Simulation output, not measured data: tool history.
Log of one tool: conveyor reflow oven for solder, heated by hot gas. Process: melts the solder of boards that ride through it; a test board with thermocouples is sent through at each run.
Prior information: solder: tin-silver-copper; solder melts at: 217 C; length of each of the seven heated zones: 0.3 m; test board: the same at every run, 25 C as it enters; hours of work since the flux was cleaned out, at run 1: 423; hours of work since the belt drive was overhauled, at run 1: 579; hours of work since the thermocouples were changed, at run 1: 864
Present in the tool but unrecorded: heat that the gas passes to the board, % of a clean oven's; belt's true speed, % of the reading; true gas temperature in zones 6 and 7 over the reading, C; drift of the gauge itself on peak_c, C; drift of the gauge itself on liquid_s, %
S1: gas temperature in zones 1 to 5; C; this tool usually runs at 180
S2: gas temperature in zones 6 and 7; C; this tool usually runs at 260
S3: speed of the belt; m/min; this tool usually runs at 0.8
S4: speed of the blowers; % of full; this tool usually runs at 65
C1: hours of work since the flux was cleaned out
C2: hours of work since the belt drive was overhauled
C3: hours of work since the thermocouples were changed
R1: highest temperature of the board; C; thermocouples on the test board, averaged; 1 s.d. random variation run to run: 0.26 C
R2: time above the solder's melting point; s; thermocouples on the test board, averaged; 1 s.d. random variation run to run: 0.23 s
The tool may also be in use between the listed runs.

run,hour,S1,S2,S3,S4,C1,C2,C3,R1,R2
1,0,180,260,0.8,65,423,579,864,235.3,23.4
2,30.2,180,260,0.8,65,445,600,886,235.2,23.6
# hour 41.9: flux residue cleaned out of gas plates and filters
3,80.2,170,260,0.8,65,28,633,919,236.8,23.5
4,119.2,170,260,0.8,54,56,661,947,233.3,19.7
# hour 144: thermocouples of zones 6 and 7 changed
5,167,180,268,0.8,65,89,694,17,246.4,31.4
6,212.6,180,268,0.8,65,122,727,49,245.6,31
7,244.4,180,253,0.8,65,145,750,72,233.5,22.8
8,292.1,190,260,0.8,65,179,784,107,241.3,31.5
9,327.5,190,260,0.8,65,205,810,132,241.3,31.5
10,349.3,180,260,0.8,65,220,826,148,237.7,26.8
11,390.4,180,260,0.8,65,250,855,178,238.2,26.4
12,416.5,180,260,0.8,69,269,874,197,239,26.7
13,450,180,260,0.8,69,293,898,221,238.5,26.7
14,479,180,257,0.8,69,314,919,242,235.6,24.3
15,502.2,180,260,0.8,82,331,936,258,240.5,28.3
16,551.1,180,272,0.847,65,366,971,294,243.6,27.1
17,592.9,180,267,0.914,90,396,1001,324,241.5,24.8
18,632.3,180,266,0.957,90,425,1030,352,238.4,21.4
# hour 672.8: flux residue cleaned out of gas plates and filters
19,682,181,264,0.935,88,7,1062,385,243.3,26.2
20,703.4,188,266,0.901,55,22,1077,400,240.8,25.8
21,731.6,188,266,0.901,55,42,1098,420,239.9,25.5
22,761.1,188,254,0.901,87,64,1119,442,237.8,26
23,799.3,188,254,0.901,87,91,1147,469,237.2,25.9
24,824.8,191,271,0.944,67,110,1165,488,245.3,28.4
25,864.8,191,271,0.944,67,139,1194,516,245.2,28
26,894.4,191,268,0.944,67,160,1215,538,242.8,26.9
27,927.8,189,272,0.831,59,184,1239,562,247.9,33.1
# hour 954.8: belt drive overhauled, speed set with a stopwatch
28,972.8,189,272,0.831,82,214,13,592,251.1,34.2
29,1006,193,258,0.707,65,238,37,615,242.5,38
30,1053.8,180,260,0.723,65,272,71,650,240.5,31.1

Some steps in R1, run to run, broken into two amounts with sign: the step expected even without the hidden condition (settings, incoming material, random variation), and the rest, left for the hidden condition together with whatever gauge scatter is not in both the measured and the hidden-condition-free result:
Run 2 -> 3: S1 180 -> 170, flux residue cleaned out of gas plates and filters. R1 +1.6 C: hidden state +3.9, all else -2.3.
Run 4 -> 5: S1 170 -> 180, S2 260 -> 268, S4 54 -> 65, thermocouples of zones 6 and 7 changed. R1 +13.1 C: hidden state +0.7, all else +12.4.
Run 6 -> 7: S2 268 -> 253. R1 -12.1 C: hidden state -0.2, all else -11.9.
Run 18 -> 19: S1 180 -> 181, S2 266 -> 264, S3 0.957 -> 0.935, S4 90 -> 88, flux residue cleaned out of gas plates and filters. R1 +4.9 C: hidden state +6.3, all else -1.4.
Run 27 -> 28: S4 59 -> 82, belt drive overhauled, speed set with a stopwatch. R1 +3.2 C: hidden state -1.7, all else +4.9.
Run 28 -> 29: S1 189 -> 193, S2 272 -> 258, S3 0.831 -> 0.707, S4 82 -> 65. R1 -8.6 C: hidden state +0.7, all else -9.3.
